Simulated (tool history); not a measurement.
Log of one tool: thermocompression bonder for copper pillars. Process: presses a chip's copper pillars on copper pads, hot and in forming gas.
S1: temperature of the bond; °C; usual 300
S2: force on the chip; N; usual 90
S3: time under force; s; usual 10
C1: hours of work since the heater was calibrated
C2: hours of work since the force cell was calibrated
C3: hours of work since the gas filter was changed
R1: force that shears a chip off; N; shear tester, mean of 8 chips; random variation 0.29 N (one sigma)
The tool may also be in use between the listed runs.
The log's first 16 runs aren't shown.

Run 17, day 37.296: usual settings but S3 11 s; C1 1057; C2 279; C3 59. Result: R1 72.0 N.
Run 18, day 38.725: usual settings but S3 11 s; C1 1084; C2 306; C3 86. Result: R1 71.6 N.
At day 41.150: heater calibrated with a thermocouple chip.
Run 19, day 41.171: usual settings; C1 0; C2 350; C3 130. Result: R1 61.5 N.
Run 20, day 43.875: usual settings but S1 314 °C, S2 65 N; C1 51; C2 400; C3 181. Result: R1 53.2 N.
Run 21, day 46.862: usual settings but S1 314 °C, S2 65 N; C1 107; C2 456; C3 237. Result: R1 52.4 N.
Run 22, day 49.600: usual settings but S1 297 °C, S2 73 N, S3 30 s; C1 158; C2 507; C3 288. Result: R1 66.5 N.
At day 52.088: forming gas filter changed.
Run 23, day 52.088: usual settings but S1 274 °C, S2 71 N; C1 204; C2 553; C3 0. Result: R1 36.3 N.
Run 24, day 53.871: usual settings but S1 274 °C, S2 71 N; C1 237; C2 587; C3 33. Result: R1 36.3 N.
Run 25, day 55.304: usual settings but S1 278 °C, S2 58 N, S3 23 s; C1 264; C2 613; C3 60. Result: R1 41.7 N.
Run 26, day 57.654: usual settings but S1 322 °C, S2 57 N, S3 22 s; C1 308; C2 657; C3 104. Result: R1 69.3 N.
Run 27, day 59.188: usual settings but S1 293 °C, S2 129 N; C1 337; C2 686; C3 133. Result: R1 79.2 N.
Run 28, day 61.967: usual settings but S1 307 °C, S2 89 N, S3 12 s; C1 389; C2 738; C3 185. Result: R1 71.2 N.
Run 29, day 63.983: usual settings but S1 307 °C, S2 92 N, S3 18 s; C1 426; C2 776; C3 222. Result: R1 78.6 N.
Run 30, day 66.825: usual settings but S1 303 °C, S2 98 N, S3 18 s; C1 479; C2 829; C3 275. Result: R1 78.0 N.
Run 31, day 68.288: usual settings but S1 303 °C, S2 86 N, S3 19 s; C1 507; C2 856; C3 303. Result: R1 72.5 N.
At day 70.062: forming gas filter changed.
Run 32, day 70.900: usual settings but S1 311 °C, S2 86 N, S3 11 s; C1 555; C2 905; C3 16. Result: R1 76.2 N.
At day 73.083: force cell calibrated.
Run 33, day 73.292: usual settings but S1 311 °C, S2 86 N, S3 11 s; C1 599; C2 4; C3 59. Result: R1 73.5 N.
Run 34, day 74.717: usual settings but S1 288 °C, S2 115 N, S3 9 s; C1 625; C2 31; C3 86. Result: R1 70.4 N.
Run 35, day 76.871: usual settings but S1 307 °C, S2 103 N, S3 6 s; C1 666; C2 71; C3 126. Result: R1 68.9 N.
Run 36, day 79.400: usual settings but S1 290 °C, S2 61 N, S3 27 s; C1 713; C2 118; C3 173. Result: R1 55.8 N.
Run 37, day 81.879: usual settings but S1 290 °C, S2 61 N, S3 27 s; C1 759; C2 164; C3 220. Result: R1 54.6 N.
Run 38, day 84.854: usual settings but S1 296 °C, S2 68 N, S3 6 s; C1 815; C2 220; C3 275. Result: R1 39.0 N.

Forecast each of these 4 alternatives for the next run:
Run A, day 87.475: usual settings but S1 272 °C, S2 68 N, S3 6 s; C1 864; C2 269; C3 324. Result: R1 ?.
Run B, day 87.475: usual settings but S1 317 °C, S2 64 N, S3 11 s; C1 864; C2 269; C3 324. Result: R1 ?.
Run C, day 87.475: usual settings but S1 326 °C, S2 114 N, S3 12 s; C1 864; C2 269; C3 324. Result: R1 ?.
Run D, day 87.475: usual settings but S1 304 °C, S2 68 N, S3 8 s; C1 864; C2 269; C3 324. Result: R1 ?.

run    R1
  A  26.2
  B  57.4
  C  87.3
  D  46.9
Without the tool's hidden state the same runs would have given:
run    R1
  A  24.5
  B  57.4
  C  94.6
  D  45.9
